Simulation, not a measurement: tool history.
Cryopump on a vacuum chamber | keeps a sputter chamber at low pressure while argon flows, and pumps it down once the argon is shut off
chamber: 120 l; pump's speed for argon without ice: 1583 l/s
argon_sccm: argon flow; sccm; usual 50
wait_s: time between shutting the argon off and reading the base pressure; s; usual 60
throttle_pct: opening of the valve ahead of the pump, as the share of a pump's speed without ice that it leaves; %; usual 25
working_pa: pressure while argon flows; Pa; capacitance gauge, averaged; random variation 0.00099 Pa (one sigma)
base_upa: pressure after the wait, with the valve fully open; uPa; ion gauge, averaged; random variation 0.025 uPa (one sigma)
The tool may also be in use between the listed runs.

{"run": 1, "day": 0.0, "argon_sccm": 50, "wait_s": 60, "throttle_pct": 25, "working_pa": 0.215, "base_upa": 1.28}
{"run": 2, "day": 0.771, "argon_sccm": 27, "wait_s": 60, "throttle_pct": 25, "working_pa": 0.1154, "base_upa": 1.36}
{"run": 3, "day": 1.804, "argon_sccm": 27, "wait_s": 60, "throttle_pct": 25, "working_pa": 0.1154, "base_upa": 1.34}
{"run": 4, "day": 2.762, "argon_sccm": 50, "wait_s": 60, "throttle_pct": 25, "working_pa": 0.2149, "base_upa": 1.27}
{"run": 5, "day": 3.283, "argon_sccm": 50, "wait_s": 60, "throttle_pct": 25, "working_pa": 0.2159, "base_upa": 1.36}
{"run": 6, "day": 3.958, "argon_sccm": 50, "wait_s": 60, "throttle_pct": 25, "working_pa": 0.215, "base_upa": 1.34}
{"run": 7, "day": 4.742, "argon_sccm": 50, "wait_s": 42, "throttle_pct": 25, "working_pa": 0.2161, "base_upa": 1.74}
{"run": 8, "day": 5.467, "argon_sccm": 50, "wait_s": 42, "throttle_pct": 25, "working_pa": 0.2142, "base_upa": 1.71}
{"run": 9, "day": 6.238, "argon_sccm": 50, "wait_s": 60, "throttle_pct": 17, "working_pa": 0.3178, "base_upa": 1.35}
{"run": 10, "day": 7.15, "argon_sccm": 50, "wait_s": 60, "throttle_pct": 25, "working_pa": 0.2155, "base_upa": 1.33}
{"run": 11, "day": 7.562, "argon_sccm": 50, "wait_s": 60, "throttle_pct": 25, "working_pa": 0.2155, "base_upa": 1.4}
{"run": 12, "day": 8.542, "argon_sccm": 50, "wait_s": 60, "throttle_pct": 25, "working_pa": 0.2174, "base_upa": 1.32}
{"run": 13, "day": 9.162, "argon_sccm": 50, "wait_s": 60, "throttle_pct": 25, "working_pa": 0.2172, "base_upa": 1.39}
{"run": 14, "day": 9.812, "argon_sccm": 50, "wait_s": 60, "throttle_pct": 20, "working_pa": 0.2694, "base_upa": 1.4}
{"run": 15, "day": 10.533, "argon_sccm": 50, "wait_s": 60, "throttle_pct": 20, "working_pa": 0.2668, "base_upa": 1.41}
{"run": 16, "day": 10.971, "argon_sccm": 50, "wait_s": 60, "throttle_pct": 20, "working_pa": 0.2723, "base_upa": 1.46}
{"run": 17, "day": 11.621, "argon_sccm": 50, "wait_s": 60, "throttle_pct": 37, "working_pa": 0.1472, "base_upa": 1.41}
{"run": 18, "day": 12.633, "argon_sccm": 50, "wait_s": 60, "throttle_pct": 37, "working_pa": 0.1479, "base_upa": 1.36}
{"run": 19, "day": 13.388, "argon_sccm": 23, "wait_s": 133, "throttle_pct": 26, "working_pa": 0.0948, "base_upa": 0.93}
{"run": 20, "day": 14.3, "argon_sccm": 23, "wait_s": 56, "throttle_pct": 34, "working_pa": 0.0741, "base_upa": 1.48}
{"run": 21, "day": 14.975, "argon_sccm": 30, "wait_s": 74, "throttle_pct": 43, "working_pa": 0.0754, "base_upa": 1.27}
{"run": 22, "day": 15.942, "argon_sccm": 48, "wait_s": 79, "throttle_pct": 23, "working_pa": 0.226, "base_upa": 1.3}
{"run": 23, "day": 16.846, "argon_sccm": 22, "wait_s": 60, "throttle_pct": 18, "working_pa": 0.133, "base_upa": 1.43}
{"run": 24, "day": 17.721, "argon_sccm": 87, "wait_s": 42, "throttle_pct": 25, "working_pa": 0.3771, "base_upa": 1.78}
{"run": 25, "day": 18.217, "argon_sccm": 87, "wait_s": 43, "throttle_pct": 45, "working_pa": 0.2139, "base_upa": 1.81}
{"run": 26, "day": 18.675, "argon_sccm": 87, "wait_s": 43, "throttle_pct": 45, "working_pa": 0.2123, "base_upa": 1.76}
{"run": 27, "day": 19.404, "argon_sccm": 70, "wait_s": 156, "throttle_pct": 25, "working_pa": 0.3061, "base_upa": 0.98}
{"run": 28, "day": 20.062, "argon_sccm": 70, "wait_s": 156, "throttle_pct": 25, "working_pa": 0.306, "base_upa": 0.97}
{"run": 29, "day": 20.5, "argon_sccm": 70, "wait_s": 44, "throttle_pct": 19, "working_pa": 0.4036, "base_upa": 1.75}
{"run": 30, "day": 21.508, "argon_sccm": 23, "wait_s": 34, "throttle_pct": 26, "working_pa": 0.0974, "base_upa": 2.1}
{"run": 31, "day": 22.175, "argon_sccm": 24, "wait_s": 60, "throttle_pct": 25, "working_pa": 0.1049, "base_upa": 1.49}
{"run": 32, "day": 23.012, "argon_sccm": 24, "wait_s": 60, "throttle_pct": 25, "working_pa": 0.1047, "base_upa": 1.49}
{"run": 33, "day": 23.508, "argon_sccm": 64, "wait_s": 140, "throttle_pct": 25, "working_pa": 0.2799, "base_upa": 1.02}
{"run": 34, "day": 24.192, "argon_sccm": 50, "wait_s": 267, "throttle_pct": 36, "working_pa": 0.1535, "base_upa": 0.86}
{"run": 35, "day": 25.154, "argon_sccm": 93, "wait_s": 28, "throttle_pct": 32, "working_pa": 0.3204, "base_upa": 2.46}

4 ways to go on from here, each from the tool as it stands after run 35. What would each give?
{"run": "A", "day": 25.717, "argon_sccm": 93, "wait_s": 176, "throttle_pct": 32, "working_pa": "?", "base_upa": "?"}
{"run": "B", "day": 25.717, "argon_sccm": 50, "wait_s": 60, "throttle_pct": 38, "working_pa": "?", "base_upa": "?"}
{"run": "C", "day": 25.717, "argon_sccm": 51, "wait_s": 142, "throttle_pct": 26, "working_pa": "?", "base_upa": "?"}
{"run": "D", "day": 25.717, "argon_sccm": 50, "wait_s": 89, "throttle_pct": 35, "working_pa": "?", "base_upa": "?"}

run=A working_pa=0.3210 base_upa=0.96
run=B working_pa=0.1468 base_upa=1.55
run=C working_pa=0.2141 base_upa=1.06
run=D working_pa=0.1579 base_upa=1.20
Without the tool's hidden state the same runs would have given:
run=A working_pa=0.3112 base_upa=0.47
run=B working_pa=0.1415 base_upa=1.03
run=C working_pa=0.2088 base_upa=0.56
run=D working_pa=0.1527 base_upa=0.71
